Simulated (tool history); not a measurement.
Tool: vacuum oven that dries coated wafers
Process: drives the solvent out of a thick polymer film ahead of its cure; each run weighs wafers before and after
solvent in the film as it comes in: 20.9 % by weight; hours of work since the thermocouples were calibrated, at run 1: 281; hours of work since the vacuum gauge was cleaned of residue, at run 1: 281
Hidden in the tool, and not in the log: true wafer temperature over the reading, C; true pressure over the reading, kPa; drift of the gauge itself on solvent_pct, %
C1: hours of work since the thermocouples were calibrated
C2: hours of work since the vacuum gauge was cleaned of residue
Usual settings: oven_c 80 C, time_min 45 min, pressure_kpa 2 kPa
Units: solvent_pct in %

run 1 day=0 | oven_c=80 time_min=45 pressure_kpa=2 | C1=281 C2=281 | solvent_pct=4.95
run 2 day=3.758 | oven_c=80 time_min=45 pressure_kpa=2 | C1=323 C2=323 | solvent_pct=4.92
run 3 day=5.654 | oven_c=80 time_min=45 pressure_kpa=1.51 | C1=344 C2=344 | solvent_pct=4.74
run 4 day=9.771 | oven_c=80 time_min=45 pressure_kpa=2 | C1=389 C2=389 | solvent_pct=4.9
run 5 day=13.067 | oven_c=80 time_min=45 pressure_kpa=1.33 | C1=425 C2=425 | solvent_pct=4.63
run 6 day=16.275 | oven_c=80 time_min=45 pressure_kpa=1.33 | C1=460 C2=460 | solvent_pct=4.63
run 7 day=19.921 | oven_c=80 time_min=45 pressure_kpa=1.33 | C1=500 C2=500 | solvent_pct=4.63
run 8 day=22.158 | oven_c=80 time_min=45 pressure_kpa=1.57 | C1=525 C2=525 | solvent_pct=4.68
run 9 day=26.017 | oven_c=80 time_min=45 pressure_kpa=2 | C1=567 C2=567 | solvent_pct=4.87
run 10 day=28.279 | oven_c=80 time_min=45 pressure_kpa=2 | C1=592 C2=592 | solvent_pct=4.87
run 11 day=31.575 | oven_c=80 time_min=45 pressure_kpa=2 | C1=628 C2=628 | solvent_pct=4.84
run 12 day=35.4 | oven_c=80 time_min=45 pressure_kpa=2 | C1=670 C2=670 | solvent_pct=4.81
run 13 day=37.379 | oven_c=80 time_min=33 pressure_kpa=2 | C1=692 C2=692 | solvent_pct=6.61
run 14 day=40.479 | oven_c=80 time_min=33 pressure_kpa=2 | C1=726 C2=726 | solvent_pct=6.61
run 15 day=43.279 | oven_c=80 time_min=22 pressure_kpa=2 | C1=757 C2=757 | solvent_pct=8.93
run 16 day=46.692 | oven_c=80 time_min=45 pressure_kpa=4.82 | C1=794 C2=794 | solvent_pct=5.98
run 17 day=49.771 | oven_c=71 time_min=36 pressure_kpa=2.17 | C1=828 C2=828 | solvent_pct=9.69
run 18 day=52.592 | oven_c=71 time_min=36 pressure_kpa=2.17 | C1=859 C2=859 | solvent_pct=9.65
run 19 day=54.925 | oven_c=71 time_min=36 pressure_kpa=2.17 | C1=885 C2=885 | solvent_pct=9.64
run 20 day=58.538 | oven_c=80 time_min=45 pressure_kpa=4.08 | C1=925 C2=925 | solvent_pct=5.65
run 21 day=62.008 | oven_c=70 time_min=27 pressure_kpa=1.66 | C1=963 C2=963 | solvent_pct=11.22
run 22 day=64.058 | oven_c=91 time_min=45 pressure_kpa=2 | C1=985 C2=985 | solvent_pct=1.69
run 23 day=66.967 | oven_c=71 time_min=23 pressure_kpa=5.37 | C1=1017 C2=1017 | solvent_pct=13.03
run 24 day=69.446 | oven_c=71 time_min=23 pressure_kpa=5.37 | C1=1044 C2=1044 | solvent_pct=12.96
run 25 day=72.821 | oven_c=80 time_min=35 pressure_kpa=6.39 | C1=1082 C2=1082 | solvent_pct=7.8
run 26 day=74.629 | oven_c=78 time_min=45 pressure_kpa=2 | C1=1101 C2=1101 | solvent_pct=5.46
run 27 day=76.933 | oven_c=65 time_min=28 pressure_kpa=1.8 | C1=1127 C2=1127 | solvent_pct=12.66
run 28 day=81.088 | oven_c=69 time_min=48 pressure_kpa=1.8 | C1=1172 C2=1172 | solvent_pct=8.62
run 29 day=83.688 | oven_c=69 time_min=48 pressure_kpa=1.8 | C1=1201 C2=1201 | solvent_pct=8.61
run 30 day=85.562 | oven_c=90 time_min=35 pressure_kpa=5.51 | C1=1221 C2=1221 | solvent_pct=3.81
run 31 day=88.883 | oven_c=90 time_min=26 pressure_kpa=5.71 | C1=1258 C2=1258 | solvent_pct=5.16

3 ways to go on from here, each from the tool as it stands after run 31. What would each give?
run A day=91.396 | oven_c=79 time_min=35 pressure_kpa=1.43 | C1=1286 C2=1286 | solvent_pct=?
run B day=91.396 | oven_c=92 time_min=26 pressure_kpa=5.71 | C1=1286 C2=1286 | solvent_pct=?
run C day=91.396 | oven_c=87 time_min=48 pressure_kpa=7.61 | C1=1286 C2=1286 | solvent_pct=?

run=A solvent_pct=6.2
run=B solvent_pct=4.47
run=C solvent_pct=4.33
Without the tool's hidden state the same runs would have given:
run=A solvent_pct=6.67
run=B solvent_pct=4.9
run=C solvent_pct=4.65
